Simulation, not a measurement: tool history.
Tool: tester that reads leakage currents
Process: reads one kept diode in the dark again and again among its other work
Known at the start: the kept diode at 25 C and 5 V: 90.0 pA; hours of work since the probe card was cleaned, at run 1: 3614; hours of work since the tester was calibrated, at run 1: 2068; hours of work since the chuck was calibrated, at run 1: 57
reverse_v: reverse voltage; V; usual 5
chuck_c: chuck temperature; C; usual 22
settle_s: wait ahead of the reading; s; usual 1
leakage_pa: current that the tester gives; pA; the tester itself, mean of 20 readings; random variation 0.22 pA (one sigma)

run,hour,reverse_v,chuck_c,settle_s,hours of work since the probe card was cleaned,hours of work since the tester was calibrated,hours of work since the chuck was calibrated,leakage_pa
1,0,5,22,1,3614,2068,57,87.66
# hour 109.8: probe card cleaned and baked
2,128.3,5,22,1,9,2132,121,73.39
3,215.2,5,22,1,54,2177,165,73.72
4,390.3,5,27,1,143,2266,254,108.69
5,522.2,5,22,1,210,2333,322,74.87
6,671.2,5,22,1,286,2409,397,75.1
7,822.6,5,22,1,363,2486,475,76.13
8,915.8,5,22,5.69,411,2533,522,75.67
9,1014.7,5,22,5.69,461,2584,572,76.22
10,1158.3,5,22,1,534,2657,646,77.49
11,1240.8,5,22,1,576,2699,688,78.45
12,1348.9,1.28,37,1.19,631,2754,743,118.19
13,1492.1,3.2,37,1.81,704,2827,816,188.6
14,1652,3.2,37,1.81,786,2909,897,189.57
# hour 1662.4: tester calibrated
15,1810.8,5,23,1,866,76,977,86.65
16,1954.7,1.62,37,0.33,939,149,1050,137.63
# hour 2062.9: tester calibrated, once more
17,2071.1,5,22,1.62,997,4,1109,80.09
18,2143.1,5,54,1,1034,41,1145,745.5
19,2292.3,5,40,7.76,1110,117,1221,294.98
20,2395.5,2.28,37,0.67,1162,169,1274,161.09
21,2549.2,12.89,22,1,1241,248,1352,138.57

Hidden state at the last listed run before each entry between runs and at the first one after, where it differs:
Between runs 1 and 2: probe card cleaned and baked (hour 109.8)
  stray current of the dirty probe card, pA a volt: 2.966 -> 0.032; current scale over the true one, %: 1.16 -> 1.2; true chuck temperature over the reading, C: -0.08 -> -0.04
  measured less the result without the state, leakage_pa: +15.27 -> +0.72 pA
Between runs 14 and 15: tester calibrated (hour 1662.4)
  stray current of the dirty probe card, pA a volt: 0.65 -> 0.717; current scale over the true one, %: 1.65 -> 1.95; true chuck temperature over the reading, C: 0.52 -> 0.58
  measured less the result without the state, leakage_pa: +11.87 -> +8.74 pA
Between runs 16 and 17: tester calibrated, once more (hour 2062.9)
  stray current of the dirty probe card, pA a volt: 0.773 -> 0.821; current scale over the true one, %: 1.99 -> -0.1; true chuck temperature over the reading, C: 0.64 -> 0.68
  measured less the result without the state, leakage_pa: +9.87 -> +7.91 pA

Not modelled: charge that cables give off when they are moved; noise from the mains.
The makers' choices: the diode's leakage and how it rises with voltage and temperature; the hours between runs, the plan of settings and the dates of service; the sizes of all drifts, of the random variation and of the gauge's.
